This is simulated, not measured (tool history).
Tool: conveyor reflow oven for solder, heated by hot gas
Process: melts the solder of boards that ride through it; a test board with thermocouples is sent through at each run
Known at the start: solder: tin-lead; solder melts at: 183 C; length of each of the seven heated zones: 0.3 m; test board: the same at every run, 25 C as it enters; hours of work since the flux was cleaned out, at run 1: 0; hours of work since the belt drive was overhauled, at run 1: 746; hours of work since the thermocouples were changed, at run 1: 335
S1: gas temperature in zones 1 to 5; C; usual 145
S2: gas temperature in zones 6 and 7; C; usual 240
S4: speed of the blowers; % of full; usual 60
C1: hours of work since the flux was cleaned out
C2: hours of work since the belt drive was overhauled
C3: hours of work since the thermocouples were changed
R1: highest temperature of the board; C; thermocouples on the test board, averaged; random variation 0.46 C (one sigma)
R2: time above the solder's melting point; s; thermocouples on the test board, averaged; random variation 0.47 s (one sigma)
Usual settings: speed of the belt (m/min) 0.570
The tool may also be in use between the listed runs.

Run 1, hour 0.0: usual settings; C1 0; C2 746; C3 335. Result: R1 218.5 C, R2 50.0 s.
Run 2, hour 26.4: usual settings; C1 21; C2 767; C3 356. Result: R1 218.5 C, R2 49.1 s.
Run 3, hour 51.1: usual settings; C1 40; C2 786; C3 375. Result: R1 217.1 C, R2 49.8 s.
Run 4, hour 74.8: usual settings; C1 59; C2 805; C3 394. Result: R1 217.6 C, R2 49.8 s.
Run 5, hour 89.2: usual settings but speed of the belt (m/min) 0.477; C1 70; C2 816; C3 405. Result: R1 223.1 C, R2 64.0 s.
Run 6, hour 116.3: usual settings but S2 250 C; C1 92; C2 837; C3 427. Result: R1 226.1 C, R2 54.2 s.
Run 7, hour 142.9: usual settings but S2 250 C; C1 113; C2 858; C3 448. Result: R1 225.6 C, R2 54.3 s.
Run 8, hour 161.7: usual settings but S2 250 C; C1 128; C2 873; C3 463. Result: R1 225.3 C, R2 54.2 s.
Run 9, hour 179.1: usual settings but S2 246 C; C1 141; C2 887; C3 476. Result: R1 222.2 C, R2 51.8 s.
Run 10, hour 191.3: usual settings but speed of the belt (m/min) 0.492; C1 151; C2 897; C3 486. Result: R1 222.0 C, R2 59.6 s.
Run 11, hour 206.3: usual settings but speed of the belt (m/min) 0.492; C1 163; C2 908; C3 498. Result: R1 221.3 C, R2 61.1 s.
Run 12, hour 233.2: usual settings; C1 184; C2 930; C3 519. Result: R1 216.7 C, R2 48.4 s.
Run 13, hour 260.3: usual settings; C1 205; C2 951; C3 540. Result: R1 216.6 C, R2 47.5 s.
Run 14, hour 275.5: usual settings; C1 217; C2 963; C3 552. Result: R1 215.0 C, R2 48.6 s.
Run 15, hour 291.1: usual settings but S4 67 % of full; C1 230; C2 975; C3 565. Result: R1 218.3 C, R2 49.8 s.
Run 16, hour 306.1: usual settings but S4 67 % of full; C1 241; C2 987; C3 576. Result: R1 218.4 C, R2 49.9 s.
At hour 311.9: belt drive overhauled, speed set with a stopwatch.
Run 17, hour 322.5: usual settings but S4 67 % of full; C1 251; C2 8; C3 586. Result: R1 218.4 C, R2 50.1 s.
Run 18, hour 335.0: usual settings but S2 246 C, speed of the belt (m/min) 0.636, S4 67 % of full; C1 261; C2 18; C3 596. Result: R1 219.2 C, R2 44.3 s.
Run 19, hour 361.9: usual settings but S2 246 C, speed of the belt (m/min) 0.636, S4 67 % of full; C1 282; C2 39; C3 617. Result: R1 218.8 C, R2 44.8 s.
At hour 379.4: belt drive overhauled, speed set with a stopwatch, once more.
Run 20, hour 390.4: usual settings but S2 238 C, speed of the belt (m/min) 0.620, S4 56 % of full; C1 302; C2 9; C3 637. Result: R1 206.6 C, R2 37.5 s.

The next listed run, before its measurement:
Run 21, hour 415.3: usual settings but S1 152 C, S2 242 C, speed of the belt (m/min) 0.532, S4 53 % of full; C1 321; C2 28; C3 656. Result: R1 ?, R2 ?.

R1: 217.0 C
R2: 55.2 s
Without the tool's hidden state the same run would have given R1 221.1 C, R2 58.3 s.
